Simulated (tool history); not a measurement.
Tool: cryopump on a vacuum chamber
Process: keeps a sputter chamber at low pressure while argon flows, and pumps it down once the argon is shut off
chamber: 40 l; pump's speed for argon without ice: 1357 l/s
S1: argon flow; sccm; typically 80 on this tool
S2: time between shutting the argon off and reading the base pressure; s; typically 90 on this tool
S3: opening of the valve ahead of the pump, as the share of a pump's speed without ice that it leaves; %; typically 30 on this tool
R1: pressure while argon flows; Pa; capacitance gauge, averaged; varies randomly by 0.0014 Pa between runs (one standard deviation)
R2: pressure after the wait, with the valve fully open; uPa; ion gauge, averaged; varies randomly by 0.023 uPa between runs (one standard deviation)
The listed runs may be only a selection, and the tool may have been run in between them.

Run 1, hour 0: usual settings. Result: R1 0.3477 Pa, R2 1.4 uPa.
Run 2, hour 28.2: usual settings but S3 40 %. Result: R1 0.2691 Pa, R2 1.41 uPa.
Run 3, hour 66.7: usual settings but S2 135 s. Result: R1 0.3559 Pa, R2 1.27 uPa.
At hour 104.5: leaking fittings of the chamber tightened, without venting.
Run 4, hour 124.4: usual settings. Result: R1 0.3559 Pa, R2 0.82 uPa.
Run 5, hour 169.4: usual settings. Result: R1 0.3525 Pa, R2 0.86 uPa.
Run 6, hour 213.4: usual settings but S3 53 %. Result: R1 0.2111 Pa, R2 0.87 uPa.
Run 7, hour 252.6: usual settings but S3 53 %. Result: R1 0.2109 Pa, R2 0.9 uPa.
Run 8, hour 288.1: usual settings but S3 41 %. Result: R1 0.2689 Pa, R2 0.88 uPa.
Run 9, hour 334.7: usual settings but S3 41 %. Result: R1 0.2698 Pa, R2 0.87 uPa.
Run 10, hour 360.3: usual settings but S1 131 sccm, S3 41 %. Result: R1 0.4384 Pa, R2 0.91 uPa.
Run 11, hour 408.6: usual settings but S1 41 sccm. Result: R1 0.186 Pa, R2 0.87 uPa.
Run 12, hour 456.6: usual settings but S1 41 sccm, S2 52 s. Result: R1 0.186 Pa, R2 1.31 uPa.
Run 13, hour 503.9: usual settings. Result: R1 0.3627 Pa, R2 0.92 uPa.
Run 14, hour 530: usual settings but S2 128 s. Result: R1 0.3638 Pa, R2 0.79 uPa.
Run 15, hour 580.2: usual settings but S2 128 s. Result: R1 0.3657 Pa, R2 0.85 uPa.
Run 16, hour 617.5: usual settings but S2 128 s. Result: R1 0.366 Pa, R2 0.82 uPa.
Run 17, hour 644.1: usual settings but S1 34 sccm, S2 128 s. Result: R1 0.1567 Pa, R2 0.8 uPa.
Run 18, hour 696.6: usual settings but S1 79 sccm, S2 52 s, S3 26 %. Result: R1 0.416 Pa, R2 1.39 uPa.
At hour 735: pump warmed up, emptied and cooled again.
Run 19, hour 745.9: usual settings but S1 90 sccm, S2 262 s. Result: R1 0.3766 Pa, R2 0.51 uPa.
Run 20, hour 796.7: usual settings but S1 90 sccm, S2 262 s. Result: R1 0.3738 Pa, R2 0.55 uPa.
Run 21, hour 820.2: usual settings but S1 69 sccm, S2 53 s, S3 16 %. Result: R1 0.5423 Pa, R2 1.26 uPa.
Run 22, hour 842.8: usual settings but S1 69 sccm, S2 53 s, S3 16 %. Result: R1 0.5435 Pa, R2 1.33 uPa.
Run 23, hour 872.5: usual settings but S2 49 s, S3 55 %. Result: R1 0.185 Pa, R2 1.35 uPa.
Run 24, hour 912.2: usual settings but S1 140 sccm, S3 18 %. Result: R1 0.9719 Pa, R2 0.9 uPa.
Run 25, hour 935.2: usual settings but S1 140 sccm, S2 51 s, S3 18 %. Result: R1 0.9743 Pa, R2 1.34 uPa.
Run 26, hour 979.7: usual settings but S1 56 sccm, S2 219 s, S3 16 %. Result: R1 0.4387 Pa, R2 0.62 uPa.
Run 27, hour 1015.3: usual settings but S1 56 sccm, S2 219 s, S3 16 %. Result: R1 0.4383 Pa, R2 0.58 uPa.
Run 28, hour 1052.8: usual settings but S1 138 sccm, S2 91 s. Result: R1 0.5861 Pa, R2 0.94 uPa.
Run 29, hour 1079.6: usual settings but S1 108 sccm, S2 196 s, S3 50 %. Result: R1 0.2796 Pa, R2 0.65 uPa.
Run 30, hour 1110: usual settings but S1 129 sccm, S2 68 s, S3 23 %. Result: R1 0.7109 Pa, R2 1.12 uPa.
Run 31, hour 1157.3: usual settings but S2 85 s, S3 34 %. Result: R1 0.3017 Pa, R2 1.02 uPa.
Run 32, hour 1204.1: usual settings but S1 33 sccm, S2 30 s. Result: R1 0.1412 Pa, R2 2.13 uPa.
Run 33, hour 1232.6: usual settings but S1 73 sccm, S2 218 s, S3 46 %. Result: R1 0.2068 Pa, R2 0.65 uPa.
Run 34, hour 1264: usual settings but S1 54 sccm. Result: R1 0.2325 Pa, R2 0.99 uPa.

Branching from run 34: 3 alternative next runs. What would each branch give?
Run A, hour 1314: usual settings but S1 54 sccm, S2 109 s, S3 44 %. Result: R1 ?, R2 ?.
Run B, hour 1314: usual settings but S1 47 sccm, S2 138 s, S3 50 %. Result: R1 ?, R2 ?.
Run C, hour 1314: usual settings but S1 55 sccm, S2 127 s, S3 56 %. Result: R1 ?, R2 ?.

run      R1    R2
  A  0.1616  0.93
  B  0.1248  0.83
  C  0.1316  0.84
Had the tool no hidden state, the same runs would have come out as:
run      R1    R2
  A  0.1528  0.69
  B  0.1171  0.59
  C  0.1227  0.61
